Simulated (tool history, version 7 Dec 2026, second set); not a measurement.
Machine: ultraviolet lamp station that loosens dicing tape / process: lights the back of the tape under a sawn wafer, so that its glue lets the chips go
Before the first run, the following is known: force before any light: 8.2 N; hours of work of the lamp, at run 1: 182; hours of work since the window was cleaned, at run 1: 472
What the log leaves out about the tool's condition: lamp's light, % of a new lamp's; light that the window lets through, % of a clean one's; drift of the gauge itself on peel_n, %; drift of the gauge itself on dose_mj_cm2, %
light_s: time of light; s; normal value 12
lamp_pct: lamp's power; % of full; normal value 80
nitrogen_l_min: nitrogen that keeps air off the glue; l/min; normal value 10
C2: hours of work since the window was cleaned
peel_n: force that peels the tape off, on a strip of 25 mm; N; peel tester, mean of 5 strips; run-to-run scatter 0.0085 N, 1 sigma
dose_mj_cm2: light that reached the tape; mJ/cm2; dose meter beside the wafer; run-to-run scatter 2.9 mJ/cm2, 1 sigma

run 1 day=0 | light_s=12 lamp_pct=80 nitrogen_l_min=10 | hours_of_work_of_the_lamp=182 C2=472 | peel_n=0.447 dose_mj_cm2=368
run 2 day=0.433 | light_s=12 lamp_pct=80 nitrogen_l_min=10 | hours_of_work_of_the_lamp=188 C2=478 | peel_n=0.462 dose_mj_cm2=363
run 3 day=0.696 | light_s=12 lamp_pct=80 nitrogen_l_min=5 | hours_of_work_of_the_lamp=191 C2=481 | peel_n=0.815 dose_mj_cm2=367
run 4 day=0.988 | light_s=17 lamp_pct=80 nitrogen_l_min=10 | hours_of_work_of_the_lamp=195 C2=485 | peel_n=0.235 dose_mj_cm2=513
run 5 day=1.25 | light_s=17 lamp_pct=80 nitrogen_l_min=10 | hours_of_work_of_the_lamp=199 C2=489 | peel_n=0.214 dose_mj_cm2=518
run 6 day=1.496 | light_s=12 lamp_pct=80 nitrogen_l_min=5 | hours_of_work_of_the_lamp=202 C2=492 | peel_n=0.78 dose_mj_cm2=362
run 7 day=1.762 | light_s=12 lamp_pct=80 nitrogen_l_min=5 | hours_of_work_of_the_lamp=206 C2=496 | peel_n=0.809 dose_mj_cm2=360
run 8 day=2.029 | light_s=12 lamp_pct=80 nitrogen_l_min=5 | hours_of_work_of_the_lamp=210 C2=499 | peel_n=0.843 dose_mj_cm2=362
run 9 day=2.383 | light_s=12 lamp_pct=80 nitrogen_l_min=5 | hours_of_work_of_the_lamp=215 C2=504 | peel_n=0.812 dose_mj_cm2=361
run 10 day=2.658 | light_s=12 lamp_pct=80 nitrogen_l_min=10 | hours_of_work_of_the_lamp=218 C2=508 | peel_n=0.46 dose_mj_cm2=363
run 11 day=3.046 | light_s=12 lamp_pct=80 nitrogen_l_min=10 | hours_of_work_of_the_lamp=224 C2=513 | peel_n=0.478 dose_mj_cm2=358
run 12 day=3.296 | light_s=12 lamp_pct=71 nitrogen_l_min=6 | hours_of_work_of_the_lamp=227 C2=517 | peel_n=0.925 dose_mj_cm2=317
run 13 day=3.6 | light_s=16 lamp_pct=82 nitrogen_l_min=9 | hours_of_work_of_the_lamp=231 C2=521 | peel_n=0.264 dose_mj_cm2=487
run 14 day=4.017 | light_s=22 lamp_pct=88 nitrogen_l_min=10 | hours_of_work_of_the_lamp=237 C2=527 | peel_n=0.137 dose_mj_cm2=720
run 15 day=4.417 | light_s=12 lamp_pct=67 nitrogen_l_min=3 | hours_of_work_of_the_lamp=242 C2=532 | peel_n=1.629 dose_mj_cm2=302
run 16 day=4.796 | light_s=14 lamp_pct=80 nitrogen_l_min=10 | hours_of_work_of_the_lamp=248 C2=537 | peel_n=0.343 dose_mj_cm2=408
run 17 day=5.112 | light_s=12 lamp_pct=80 nitrogen_l_min=13 | hours_of_work_of_the_lamp=252 C2=542 | peel_n=0.402 dose_mj_cm2=354
run 18 day=5.3 | light_s=8 lamp_pct=73 nitrogen_l_min=4 | hours_of_work_of_the_lamp=255 C2=544 | peel_n=2.177 dose_mj_cm2=215
run 19 day=5.625 | light_s=6 lamp_pct=65 nitrogen_l_min=9 | hours_of_work_of_the_lamp=259 C2=549 | peel_n=2.555 dose_mj_cm2=141
run 20 day=5.879 | light_s=6 lamp_pct=65 nitrogen_l_min=9 | hours_of_work_of_the_lamp=263 C2=552 | peel_n=2.568 dose_mj_cm2=140
run 21 day=6.279 | light_s=15 lamp_pct=80 nitrogen_l_min=10 | hours_of_work_of_the_lamp=268 C2=558 | peel_n=0.299 dose_mj_cm2=443

Each row is a separate what-if for the run after 21, all from the same tool condition, not one after another. Results?
run A day=6.462 | light_s=13 lamp_pct=80 nitrogen_l_min=5 | hours_of_work_of_the_lamp=271 C2=560 | peel_n=? dose_mj_cm2=?
run B day=6.462 | light_s=17 lamp_pct=85 nitrogen_l_min=10 | hours_of_work_of_the_lamp=271 C2=560 | peel_n=? dose_mj_cm2=?
run C day=6.462 | light_s=21 lamp_pct=78 nitrogen_l_min=10 | hours_of_work_of_the_lamp=271 C2=560 | peel_n=? dose_mj_cm2=?

run=A peel_n=0.718 dose_mj_cm2=379
run=B peel_n=0.201 dose_mj_cm2=529
run=C peel_n=0.166 dose_mj_cm2=597
Without the tool's unlogged condition, the same runs would have read:
run=A peel_n=0.501 dose_mj_cm2=446
run=B peel_n=0.159 dose_mj_cm2=622
run=C peel_n=0.141 dose_mj_cm2=701
